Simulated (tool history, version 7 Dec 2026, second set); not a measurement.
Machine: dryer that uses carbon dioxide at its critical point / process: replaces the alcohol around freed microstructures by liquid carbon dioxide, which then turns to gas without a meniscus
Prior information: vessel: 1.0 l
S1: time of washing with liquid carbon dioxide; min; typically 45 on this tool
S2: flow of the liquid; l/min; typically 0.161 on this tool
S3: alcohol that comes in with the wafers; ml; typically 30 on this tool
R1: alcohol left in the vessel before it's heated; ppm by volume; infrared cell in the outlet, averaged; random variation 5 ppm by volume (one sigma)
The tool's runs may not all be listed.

run    hour  S1     S2  S3    R1
  1       0  45  0.161  30    71
  2    29.5  45  0.161  30    72
  3      81  45  0.161  30    74
  4   132.2  45  0.161  30    83
  5   188.4  45  0.161  28    78
  6   246.1  45  0.161  28    94
  7   296.5  45  0.161  28    88
  8   349.8  45  0.161  28   109
  9   382.3  45  0.161  28    99
 10   426.1  45  0.108  30   497
 11   451.9  45  0.161  30   114
 12   504.8  45   0.14  30   191
 13   554.3  45   0.14  30   126
 14   597.9  45   0.14  30   138
 15   635.3  37   0.14  30   294
 16   678.8  37   0.14  30   317
 17   725.7  45  0.161  30    95
 18   762.4  45  0.161  30   106
 19   803.7  45  0.161  27    98
 20   856.3  45  0.161  27   101
 21   885.6  45  0.229  81    77
 22   922.5  45  0.229  81    73
 23   961.4  45  0.229  81    70
 24  1021.7  58  0.249  26    70
 25  1078.2  58  0.249  26    66
 26  1132.2  58  0.195  52    66
 27  1165.5  45  0.171  36   103
 28  1215.5  39  0.161  44   208
 29  1255.3  39  0.161  44   219
 30  1298.3  39  0.161  32   180
 31  1359.4  39  0.161  32   212
 32  1386.9  47    0.1  28   526
 33  1421.2  33  0.101  30  1721
 34  1480.9  37   0.21  48   137
 35  1527.9  37  0.188  48   136

Withheld: 3 entries from between the runs. Position of each, and hidden state at the listed run before versus the listed run after:
Runs 12 to 13: inlet filter changed (hour 509.1)
  flow that reaches the vessel past the clogged filter, %: 87.4 -> 98.7; alcohol in the recycled carbon dioxide, ppm: 52.1 -> 53.3
  measured result minus the result with no hidden state, R1: +128 -> +55 ppm by volume
Runs 23 to 24: inlet filter changed (hour 1017.4)
  flow that reaches the vessel past the clogged filter, %: 88.6 -> 99.9; alcohol in the recycled carbon dioxide, ppm: 63 -> 64.5
  measured result minus the result with no hidden state, R1: +67 -> +58 ppm by volume
Runs 34 to 35: inlet filter changed (hour 1526)
  flow that reaches the vessel past the clogged filter, %: 88.6 -> 99.8; alcohol in the recycled carbon dioxide, ppm: 75.2 -> 76.3
  measured result minus the result with no hidden state, R1: +106 -> +72 ppm by volume

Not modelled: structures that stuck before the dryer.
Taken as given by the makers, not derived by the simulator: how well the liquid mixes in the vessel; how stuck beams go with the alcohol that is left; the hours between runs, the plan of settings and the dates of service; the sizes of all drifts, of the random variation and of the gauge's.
